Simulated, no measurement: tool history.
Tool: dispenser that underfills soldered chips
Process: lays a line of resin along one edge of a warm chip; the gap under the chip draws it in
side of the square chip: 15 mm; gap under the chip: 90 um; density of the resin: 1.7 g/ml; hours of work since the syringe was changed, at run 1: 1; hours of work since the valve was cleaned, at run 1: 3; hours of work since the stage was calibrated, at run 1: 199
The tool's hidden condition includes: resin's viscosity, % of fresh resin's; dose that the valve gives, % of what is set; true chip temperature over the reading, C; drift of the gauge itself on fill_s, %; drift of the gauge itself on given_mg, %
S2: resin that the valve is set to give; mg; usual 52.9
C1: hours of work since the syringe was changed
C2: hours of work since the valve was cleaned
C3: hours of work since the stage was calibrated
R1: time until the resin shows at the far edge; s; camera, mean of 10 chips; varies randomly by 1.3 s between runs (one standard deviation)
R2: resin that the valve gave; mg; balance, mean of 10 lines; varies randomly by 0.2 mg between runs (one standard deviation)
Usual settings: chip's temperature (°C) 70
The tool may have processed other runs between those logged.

{"run": 1, "hour": 0.0, "chip's temperature (°C)": 70, "S2": 52.9, "C1": 1, "C2": 3, "C3": 199, "R1": 140.6, "R2": 52.87}
{"run": 2, "hour": 10.7, "chip's temperature (°C)": 70, "S2": 52.9, "C1": 7, "C2": 10, "C3": 205, "R1": 246.1, "R2": 52.36}
{"hour": 15.5, "done": "new syringe of resin"}
{"run": 3, "hour": 18.2, "chip's temperature (°C)": 85, "S2": 52.9, "C1": 2, "C2": 14, "C3": 210, "R1": 85.6, "R2": 52.55}
{"run": 4, "hour": 28.1, "chip's temperature (°C)": 70, "S2": 52.9, "C1": 8, "C2": 20, "C3": 216, "R1": 245.5, "R2": 52.54}
{"hour": 32.8, "done": "new syringe of resin"}
{"run": 5, "hour": 40.2, "chip's temperature (°C)": 70, "S2": 52.9, "C1": 4, "C2": 27, "C3": 223, "R1": 188.5, "R2": 52.08}
{"run": 6, "hour": 46.1, "chip's temperature (°C)": 70, "S2": 52.9, "C1": 8, "C2": 31, "C3": 226, "R1": 253.8, "R2": 52.08}
{"hour": 49.9, "done": "new syringe of resin"}
{"run": 7, "hour": 51.5, "chip's temperature (°C)": 70, "S2": 47.5, "C1": 1, "C2": 34, "C3": 229, "R1": 142.6, "R2": 46.25}
{"run": 8, "hour": 57.7, "chip's temperature (°C)": 70, "S2": 47.5, "C1": 5, "C2": 38, "C3": 233, "R1": 198.1, "R2": 46.58}
{"hour": 66.5, "done": "new syringe of resin"}
{"run": 9, "hour": 69.4, "chip's temperature (°C)": 70, "S2": 47.5, "C1": 2, "C2": 44, "C3": 240, "R1": 153.8, "R2": 46.19}
{"run": 10, "hour": 80.4, "chip's temperature (°C)": 70, "S2": 65.7, "C1": 8, "C2": 51, "C3": 247, "R1": 257.1, "R2": 63.67}
{"hour": 83.8, "done": "new syringe of resin"}
{"run": 11, "hour": 90.6, "chip's temperature (°C)": 70, "S2": 65.7, "C1": 4, "C2": 57, "C3": 253, "R1": 182.8, "R2": 63.41}
{"run": 12, "hour": 98.4, "chip's temperature (°C)": 70, "S2": 52.9, "C1": 9, "C2": 62, "C3": 257, "R1": 278.6, "R2": 51.05}
{"hour": 100.6, "done": "new syringe of resin"}
{"run": 13, "hour": 106.8, "chip's temperature (°C)": 70, "S2": 51.2, "C1": 4, "C2": 67, "C3": 262, "R1": 184.4, "R2": 49.23}
{"run": 14, "hour": 112.4, "chip's temperature (°C)": 70, "S2": 51.2, "C1": 7, "C2": 70, "C3": 265, "R1": 242.6, "R2": 48.93}
{"hour": 117.4, "done": "new syringe of resin"}
{"run": 15, "hour": 121.6, "chip's temperature (°C)": 70, "S2": 51.2, "C1": 3, "C2": 75, "C3": 271, "R1": 161.2, "R2": 48.82}
{"run": 16, "hour": 129.6, "chip's temperature (°C)": 70, "S2": 51.2, "C1": 7, "C2": 80, "C3": 276, "R1": 243.2, "R2": 49.09}
{"hour": 133.1, "done": "dispensing valve cleaned and set on the balance"}
{"hour": 135.2, "done": "new syringe of resin"}
{"run": 17, "hour": 139.5, "chip's temperature (°C)": 70, "S2": 51.2, "C1": 3, "C2": 4, "C3": 281, "R1": 163.5, "R2": 51.33}
{"run": 18, "hour": 149.9, "chip's temperature (°C)": 71, "S2": 48.2, "C1": 9, "C2": 10, "C3": 287, "R1": 275.1, "R2": 47.78}
{"hour": 152.1, "done": "new syringe of resin"}
{"run": 19, "hour": 161.2, "chip's temperature (°C)": 56, "S2": 47.0, "C1": 5, "C2": 17, "C3": 294, "R1": 372.2, "R2": 46.8}
{"run": 20, "hour": 167.3, "chip's temperature (°C)": 66, "S2": 52.9, "C1": 9, "C2": 20, "C3": 297, "R1": 329.4, "R2": 52.41}
{"hour": 168.7, "done": "new syringe of resin"}
{"run": 21, "hour": 173.1, "chip's temperature (°C)": 69, "S2": 52.9, "C1": 3, "C2": 23, "C3": 301, "R1": 173.6, "R2": 52.1}
{"run": 22, "hour": 182.9, "chip's temperature (°C)": 64, "S2": 53.3, "C1": 9, "C2": 29, "C3": 306, "R1": 357.8, "R2": 52.25}
{"hour": 186.1, "done": "new syringe of resin"}
{"run": 23, "hour": 190.8, "chip's temperature (°C)": 68, "S2": 48.4, "C1": 3, "C2": 34, "C3": 311, "R1": 179.7, "R2": 47.55}
{"run": 24, "hour": 198.4, "chip's temperature (°C)": 60, "S2": 64.3, "C1": 7, "C2": 39, "C3": 316, "R1": 365.1, "R2": 63.14}
{"hour": 203.0, "done": "new syringe of resin"}
{"run": 25, "hour": 206.8, "chip's temperature (°C)": 70, "S2": 49.4, "C1": 2, "C2": 43, "C3": 320, "R1": 159.2, "R2": 47.83}
{"run": 26, "hour": 216.7, "chip's temperature (°C)": 70, "S2": 49.4, "C1": 8, "C2": 49, "C3": 326, "R1": 272.2, "R2": 48.25}
{"hour": 219.7, "done": "new syringe of resin"}
{"run": 27, "hour": 224.8, "chip's temperature (°C)": 70, "S2": 49.4, "C1": 3, "C2": 54, "C3": 331, "R1": 172.5, "R2": 48.08}
{"hour": 236.3, "done": "new syringe of resin"}
{"run": 28, "hour": 236.3, "chip's temperature (°C)": 73, "S2": 57.3, "C1": 0, "C2": 61, "C3": 338, "R1": 113.8, "R2": 55.2}
{"run": 29, "hour": 242.3, "chip's temperature (°C)": 83, "S2": 52.9, "C1": 4, "C2": 64, "C3": 341, "R1": 106.6, "R2": 51.34}
{"run": 30, "hour": 249.9, "chip's temperature (°C)": 68, "S2": 52.9, "C1": 8, "C2": 69, "C3": 346, "R1": 286.2, "R2": 50.99}
{"hour": 253.7, "done": "new syringe of resin"}
{"run": 31, "hour": 256.8, "chip's temperature (°C)": 68, "S2": 52.9, "C1": 2, "C2": 73, "C3": 350, "R1": 168.0, "R2": 50.6}

Predict each of these 5 candidate next runs independently; none follows another, all start after run 31:
{"run": "A", "hour": 265.7, "chip's temperature (°C)": 76, "S2": 60.2, "C1": 7, "C2": 78, "C3": 355, "R1": "?", "R2": "?"}
{"run": "B", "hour": 265.7, "chip's temperature (°C)": 56, "S2": 68.2, "C1": 7, "C2": 78, "C3": 355, "R1": "?", "R2": "?"}
{"run": "C", "hour": 265.7, "chip's temperature (°C)": 61, "S2": 65.0, "C1": 7, "C2": 78, "C3": 355, "R1": "?", "R2": "?"}
{"run": "D", "hour": 265.7, "chip's temperature (°C)": 68, "S2": 57.0, "C1": 7, "C2": 78, "C3": 355, "R1": "?", "R2": "?"}
{"run": "E", "hour": 265.7, "chip's temperature (°C)": 61, "S2": 54.9, "C1": 7, "C2": 78, "C3": 355, "R1": "?", "R2": "?"}

run=A R1=194.3 R2=57.61
run=B R1=421.3 R2=65.26
run=C R1=347.1 R2=62.21
run=D R1=265.8 R2=54.53
run=E R1=355.9 R2=52.42
Take away the tool's hidden state, keep each run's random variation, and the runs would have read:
run=A R1=100.5 R2=60.25
run=B R1=217.7 R2=68.26
run=C R1=179.5 R2=65.06
run=D R1=137.3 R2=57.03
run=E R1=183.2 R2=54.82
